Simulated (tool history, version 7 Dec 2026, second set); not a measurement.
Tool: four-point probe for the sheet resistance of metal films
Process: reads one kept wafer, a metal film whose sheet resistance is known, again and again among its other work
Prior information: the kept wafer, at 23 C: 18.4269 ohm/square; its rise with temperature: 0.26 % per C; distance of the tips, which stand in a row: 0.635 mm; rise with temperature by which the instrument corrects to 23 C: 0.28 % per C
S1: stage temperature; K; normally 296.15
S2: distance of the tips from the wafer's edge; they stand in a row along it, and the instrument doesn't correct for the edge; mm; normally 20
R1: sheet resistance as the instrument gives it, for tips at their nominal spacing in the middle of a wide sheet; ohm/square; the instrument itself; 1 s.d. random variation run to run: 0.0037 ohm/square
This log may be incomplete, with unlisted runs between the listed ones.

{"run": 1, "hour": 0.0, "S1": 296.15, "S2": 20, "R1": 18.400914}
{"run": 2, "hour": 33.1, "S1": 296.15, "S2": 20, "R1": 18.392141}
{"run": 3, "hour": 68.1, "S1": 296.15, "S2": 20, "R1": 18.39809}
{"run": 4, "hour": 119.8, "S1": 296.15, "S2": 20, "R1": 18.391563}
{"run": 5, "hour": 160.3, "S1": 296.15, "S2": 20, "R1": 18.388984}
{"run": 6, "hour": 184.2, "S1": 296.15, "S2": 20, "R1": 18.389148}
{"run": 7, "hour": 210.6, "S1": 296.15, "S2": 20, "R1": 18.387819}
{"run": 8, "hour": 239.5, "S1": 296.15, "S2": 20, "R1": 18.389445}
{"run": 9, "hour": 287.1, "S1": 302.15, "S2": 20, "R1": 18.356083}
{"run": 10, "hour": 339.5, "S1": 295.15, "S2": 20, "R1": 18.387384}
{"run": 11, "hour": 389.0, "S1": 296.15, "S2": 3, "R1": 18.798819}
{"run": 12, "hour": 438.2, "S1": 296.15, "S2": 20, "R1": 18.378932}
{"run": 13, "hour": 467.2, "S1": 296.15, "S2": 20, "R1": 18.366342}
{"run": 14, "hour": 511.5, "S1": 296.15, "S2": 20, "R1": 18.372998}
{"run": 15, "hour": 537.4, "S1": 296.15, "S2": 10, "R1": 18.398979}
{"run": 16, "hour": 566.7, "S1": 293.15, "S2": 20, "R1": 18.381401}
{"run": 17, "hour": 589.8, "S1": 293.15, "S2": 20, "R1": 18.384678}
{"run": 18, "hour": 637.4, "S1": 293.15, "S2": 20, "R1": 18.381865}
{"run": 19, "hour": 689.5, "S1": 296.15, "S2": 20, "R1": 18.365112}
{"run": 20, "hour": 743.7, "S1": 296.15, "S2": 20, "R1": 18.365865}
{"run": 21, "hour": 789.2, "S1": 296.15, "S2": 20, "R1": 18.365172}
{"run": 22, "hour": 839.6, "S1": 296.15, "S2": 20, "R1": 18.357742}
{"run": 23, "hour": 892.8, "S1": 296.15, "S2": 30, "R1": 18.348185}
{"run": 24, "hour": 941.9, "S1": 296.15, "S2": 30, "R1": 18.347109}
{"run": 25, "hour": 966.0, "S1": 296.15, "S2": 30, "R1": 18.34265}
{"run": 26, "hour": 989.4, "S1": 300.15, "S2": 51, "R1": 18.320839}
{"hour": 995.0, "done": "stage's thermometer calibrated"}
{"run": 27, "hour": 1024.5, "S1": 300.15, "S2": 51, "R1": 18.328783}
{"run": 28, "hour": 1071.6, "S1": 292.15, "S2": 21, "R1": 18.364484}
{"hour": 1090.6, "done": "stage's thermometer calibrated, once more"}
{"run": 29, "hour": 1117.7, "S1": 296.15, "S2": 5, "R1": 18.484899}
{"run": 30, "hour": 1144.5, "S1": 307.15, "S2": 15, "R1": 18.296406}
{"run": 31, "hour": 1178.5, "S1": 294.15, "S2": 20, "R1": 18.348552}
{"run": 32, "hour": 1207.2, "S1": 299.15, "S2": 5, "R1": 18.472639}
{"run": 33, "hour": 1261.2, "S1": 293.15, "S2": 11, "R1": 18.371179}
{"run": 34, "hour": 1299.2, "S1": 303.15, "S2": 7, "R1": 18.365857}
{"run": 35, "hour": 1345.7, "S1": 303.15, "S2": 7, "R1": 18.370622}
{"run": 36, "hour": 1383.6, "S1": 293.15, "S2": 7, "R1": 18.414727}
{"run": 37, "hour": 1419.2, "S1": 293.15, "S2": 7, "R1": 18.407328}
{"run": 38, "hour": 1469.3, "S1": 293.15, "S2": 7, "R1": 18.406401}
{"run": 39, "hour": 1511.5, "S1": 299.15, "S2": 10, "R1": 18.345769}
{"run": 40, "hour": 1559.6, "S1": 301.15, "S2": 20, "R1": 18.2938}
{"run": 41, "hour": 1598.4, "S1": 296.15, "S2": 20, "R1": 18.32286}
{"run": 42, "hour": 1627.5, "S1": 294.15, "S2": 3, "R1": 18.751605}
{"run": 43, "hour": 1670.1, "S1": 292.15, "S2": 3, "R1": 18.752986}
{"run": 44, "hour": 1717.1, "S1": 292.15, "S2": 3, "R1": 18.753687}

What if the next run were any one of these 4? Each begins from the tool's condition after run 44:
{"run": "A", "hour": 1760.6, "S1": 291.15, "S2": 20, "R1": "?"}
{"run": "B", "hour": 1760.6, "S1": 305.15, "S2": 20, "R1": "?"}
{"run": "C", "hour": 1760.6, "S1": 303.15, "S2": 29, "R1": "?"}
{"run": "D", "hour": 1760.6, "S1": 292.15, "S2": 7, "R1": "?"}

run=A R1=18.338635
run=B R1=18.269245
run=C R1=18.272561
run=D R1=18.394948
Had the tool no hidden state, the same runs would have come out as:
run=A R1=18.465338
run=B R1=18.395627
run=C R1=18.398946
run=D R1=18.522013
